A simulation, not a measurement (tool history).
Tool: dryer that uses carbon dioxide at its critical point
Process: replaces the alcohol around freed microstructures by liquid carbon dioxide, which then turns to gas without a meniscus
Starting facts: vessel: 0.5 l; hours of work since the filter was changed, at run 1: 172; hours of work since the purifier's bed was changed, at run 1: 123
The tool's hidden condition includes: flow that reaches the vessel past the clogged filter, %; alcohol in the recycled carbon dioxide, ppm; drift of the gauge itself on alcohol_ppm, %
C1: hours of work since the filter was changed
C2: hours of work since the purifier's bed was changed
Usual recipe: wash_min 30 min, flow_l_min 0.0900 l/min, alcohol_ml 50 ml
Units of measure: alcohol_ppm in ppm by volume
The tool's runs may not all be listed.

run 1 hour=0.0 | wash_min=30 flow_l_min=0.0900 alcohol_ml=50 | C1=172 C2=123 | alcohol_ppm=1174
run 2 hour=12.0 | wash_min=30 flow_l_min=0.0814 alcohol_ml=50 | C1=176 C2=127 | alcohol_ppm=1831
run 3 hour=22.0 | wash_min=30 flow_l_min=0.0814 alcohol_ml=50 | C1=180 C2=131 | alcohol_ppm=1875
run 4 hour=36.9 | wash_min=30 flow_l_min=0.0900 alcohol_ml=71 | C1=186 C2=137 | alcohol_ppm=1659
run 5 hour=51.4 | wash_min=30 flow_l_min=0.0900 alcohol_ml=71 | C1=192 C2=142 | alcohol_ppm=1729
run 6 hour=63.5 | wash_min=30 flow_l_min=0.0924 alcohol_ml=71 | C1=196 C2=147 | alcohol_ppm=1539
run 7 hour=74.1 | wash_min=30 flow_l_min=0.0924 alcohol_ml=71 | C1=200 C2=151 | alcohol_ppm=1533
run 8 hour=86.6 | wash_min=30 flow_l_min=0.1420 alcohol_ml=71 | C1=205 C2=156 | alcohol_ppm=119
run 9 hour=96.0 | wash_min=36 flow_l_min=0.0900 alcohol_ml=50 | C1=209 C2=160 | alcohol_ppm=540
run 10 hour=110.9 | wash_min=36 flow_l_min=0.0900 alcohol_ml=50 | C1=215 C2=165 | alcohol_ppm=565
run 11 hour=121.3 | wash_min=36 flow_l_min=0.0900 alcohol_ml=50 | C1=219 C2=169 | alcohol_ppm=550
run 12 hour=133.9 | wash_min=30 flow_l_min=0.0581 alcohol_ml=30 | C1=223 C2=174 | alcohol_ppm=3907
run 13 hour=143.5 | wash_min=23 flow_l_min=0.0939 alcohol_ml=30 | C1=227 C2=178 | alcohol_ppm=1883
run 14 hour=151.9 | wash_min=23 flow_l_min=0.0939 alcohol_ml=30 | C1=230 C2=181 | alcohol_ppm=1818
run 15 hour=163.5 | wash_min=23 flow_l_min=0.0939 alcohol_ml=30 | C1=235 C2=186 | alcohol_ppm=1881
run 16 hour=177.3 | wash_min=23 flow_l_min=0.0939 alcohol_ml=30 | C1=240 C2=191 | alcohol_ppm=1891
run 17 hour=184.6 | wash_min=30 flow_l_min=0.0750 alcohol_ml=50 | C1=243 C2=194 | alcohol_ppm=2925
run 18 hour=200.2 | wash_min=31 flow_l_min=0.0750 alcohol_ml=50 | C1=249 C2=200 | alcohol_ppm=2667
run 19 hour=213.4 | wash_min=21 flow_l_min=0.1383 alcohol_ml=42 | C1=254 C2=205 | alcohol_ppm=733
run 20 hour=229.2 | wash_min=21 flow_l_min=0.0542 alcohol_ml=42 | C1=260 C2=211 | alcohol_ppm=14844
run 21 hour=240.0 | wash_min=21 flow_l_min=0.0973 alcohol_ml=33 | C1=264 C2=215 | alcohol_ppm=2627
run 22 hour=254.4 | wash_min=21 flow_l_min=0.0973 alcohol_ml=33 | C1=270 C2=221 | alcohol_ppm=2705

What if the next run were any one of these 5? Each begins from the tool's condition after run 22:
-- hour=263.1 inlet filter changed
run A hour=271.1 | wash_min=33 flow_l_min=0.1337 alcohol_ml=33 | C1=3 C2=227 | alcohol_ppm=?
-- hour=263.1 inlet filter changed
run B hour=271.1 | wash_min=31 flow_l_min=0.0973 alcohol_ml=78 | C1=3 C2=227 | alcohol_ppm=?
-- hour=263.1 inlet filter changed
run C hour=271.1 | wash_min=23 flow_l_min=0.1221 alcohol_ml=33 | C1=3 C2=227 | alcohol_ppm=?
-- hour=263.1 inlet filter changed
run D hour=271.1 | wash_min=30 flow_l_min=0.0759 alcohol_ml=37 | C1=3 C2=227 | alcohol_ppm=?
-- hour=263.1 inlet filter changed
run E hour=271.1 | wash_min=37 flow_l_min=0.0765 alcohol_ml=21 | C1=3 C2=227 | alcohol_ppm=?

run=A alcohol_ppm=30
run=B alcohol_ppm=668
run=C alcohol_ppm=392
run=D alcohol_ppm=1267
run=E alcohol_ppm=270
Had the tool no hidden state, the same runs would have come out as:
run=A alcohol_ppm=15
run=B alcohol_ppm=631
run=C alcohol_ppm=366
run=D alcohol_ppm=1222
run=E alcohol_ppm=248
